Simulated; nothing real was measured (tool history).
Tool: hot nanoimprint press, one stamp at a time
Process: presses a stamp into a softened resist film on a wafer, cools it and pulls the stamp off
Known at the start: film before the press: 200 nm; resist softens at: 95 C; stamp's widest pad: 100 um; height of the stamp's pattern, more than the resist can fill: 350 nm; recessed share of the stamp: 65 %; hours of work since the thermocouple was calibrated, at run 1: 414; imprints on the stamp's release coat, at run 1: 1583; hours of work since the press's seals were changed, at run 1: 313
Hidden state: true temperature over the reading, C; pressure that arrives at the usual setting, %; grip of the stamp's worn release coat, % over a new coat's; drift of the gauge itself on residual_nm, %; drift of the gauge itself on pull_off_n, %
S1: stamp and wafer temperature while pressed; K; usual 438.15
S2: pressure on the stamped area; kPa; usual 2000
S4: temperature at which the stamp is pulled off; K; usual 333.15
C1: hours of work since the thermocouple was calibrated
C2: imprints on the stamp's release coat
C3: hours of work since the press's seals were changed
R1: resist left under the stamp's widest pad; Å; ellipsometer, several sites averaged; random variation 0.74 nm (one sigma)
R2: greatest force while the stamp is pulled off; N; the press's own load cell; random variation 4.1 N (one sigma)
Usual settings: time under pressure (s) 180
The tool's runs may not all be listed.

run 1 hour=0 | S1=438.15 S2=2000 time_under_pressure_(s)=180 S4=333.15 | C1=414 C2=1583 C3=313 | R1=959 R2=312
run 2 hour=17.5 | S1=438.15 S2=2000 time_under_pressure_(s)=180 S4=333.15 | C1=425 C2=1622 C3=324 | R1=973 R2=314
-- hour=32.6 stamp cleaned and given a new release coat
run 3 hour=49.6 | S1=438.15 S2=2000 time_under_pressure_(s)=180 S4=333.15 | C1=440 C2=38 C3=339 | R1=958 R2=204
-- hour=55.7 plate thermocouple calibrated
run 4 hour=66.5 | S1=438.15 S2=1490 time_under_pressure_(s)=180 S4=333.15 | C1=6 C2=70 C3=347 | R1=1068 R2=194
run 5 hour=81.8 | S1=438.15 S2=1490 time_under_pressure_(s)=180 S4=333.15 | C1=15 C2=104 C3=356 | R1=1058 R2=202
run 6 hour=96.8 | S1=438.15 S2=2000 time_under_pressure_(s)=180 S4=336.15 | C1=24 C2=138 C3=365 | R1=936 R2=198
run 7 hour=117.4 | S1=438.15 S2=2000 time_under_pressure_(s)=180 S4=336.15 | C1=36 C2=184 C3=377 | R1=931 R2=192
run 8 hour=134.7 | S1=438.15 S2=2000 time_under_pressure_(s)=180 S4=333.15 | C1=47 C2=223 C3=388 | R1=921 R2=214
run 9 hour=152.3 | S1=438.15 S2=2000 time_under_pressure_(s)=180 S4=333.15 | C1=57 C2=263 C3=398 | R1=920 R2=210
run 10 hour=183.9 | S1=438.15 S2=2380 time_under_pressure_(s)=109 S4=334.15 | C1=76 C2=335 C3=417 | R1=1025 R2=212
run 11 hour=217.1 | S1=438.15 S2=2380 time_under_pressure_(s)=109 S4=334.15 | C1=95 C2=409 C3=436 | R1=1032 R2=226
run 12 hour=233 | S1=438.15 S2=1220 time_under_pressure_(s)=178 S4=334.15 | C1=105 C2=445 C3=446 | R1=1160 R2=226

Run 13 comes next. What will it give?
run 13 hour=261.1 | S1=438.15 S2=1220 time_under_pressure_(s)=178 S4=334.15 | C1=121 C2=509 C3=462 | R1=? R2=?

{"run 13": {"R1": 1175, "R2": 237}}
Without the tool's hidden state the same run would have given R1 1159 Å, R2 202 N.

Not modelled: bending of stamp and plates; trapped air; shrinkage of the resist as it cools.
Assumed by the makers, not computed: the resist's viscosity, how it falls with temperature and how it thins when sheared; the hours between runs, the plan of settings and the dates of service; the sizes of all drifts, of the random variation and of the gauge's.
